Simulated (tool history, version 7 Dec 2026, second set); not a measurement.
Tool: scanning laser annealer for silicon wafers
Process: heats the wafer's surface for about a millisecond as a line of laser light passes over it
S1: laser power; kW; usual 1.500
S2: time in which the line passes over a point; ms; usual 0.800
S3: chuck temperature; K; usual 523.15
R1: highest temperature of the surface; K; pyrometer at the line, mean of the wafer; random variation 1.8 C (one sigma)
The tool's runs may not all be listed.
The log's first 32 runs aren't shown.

{"run": 33, "hour": 1491.3, "S1": 1.519, "S2": 0.836, "S3": 523.15, "R1": 1267.15}
{"run": 34, "hour": 1529.0, "S1": 1.296, "S2": 0.956, "S3": 561.15, "R1": 1227.15}
{"run": 35, "hour": 1556.2, "S1": 1.546, "S2": 0.706, "S3": 487.15, "R1": 1180.15}
{"run": 36, "hour": 1613.4, "S1": 1.299, "S2": 0.781, "S3": 523.15, "R1": 1125.15}
{"run": 37, "hour": 1647.2, "S1": 1.373, "S2": 0.6, "S3": 485.15, "R1": 1044.15}
{"run": 38, "hour": 1690.4, "S1": 1.404, "S2": 0.672, "S3": 523.15, "R1": 1129.15}
{"run": 39, "hour": 1729.4, "S1": 1.404, "S2": 0.672, "S3": 523.15, "R1": 1128.15}
{"hour": 1757.3, "done": "window over the wafer cleaned"}
{"run": 40, "hour": 1794.1, "S1": 1.362, "S2": 0.582, "S3": 543.15, "R1": 1087.15}
{"run": 41, "hour": 1828.9, "S1": 1.5, "S2": 0.821, "S3": 508.15, "R1": 1237.15}

4 ways to go on from here, each from the tool as it stands after run 41. What would each give?
{"run": "A", "hour": 1868.7, "S1": 1.558, "S2": 0.821, "S3": 554.15, "R1": "?"}
{"run": "B", "hour": 1868.7, "S1": 1.339, "S2": 0.821, "S3": 508.15, "R1": "?"}
{"run": "C", "hour": 1868.7, "S1": 1.601, "S2": 0.649, "S3": 536.15, "R1": "?"}
{"run": "D", "hour": 1868.7, "S1": 1.5, "S2": 0.8, "S3": 550.15, "R1": "?"}

run=A R1=1313.15
run=B R1=1147.15
run=C R1=1227.15
run=D R1=1269.15
Without the tool's hidden state the same runs would have given:
run=A R1=1313.15
run=B R1=1147.15
run=C R1=1227.15
run=D R1=1270.15
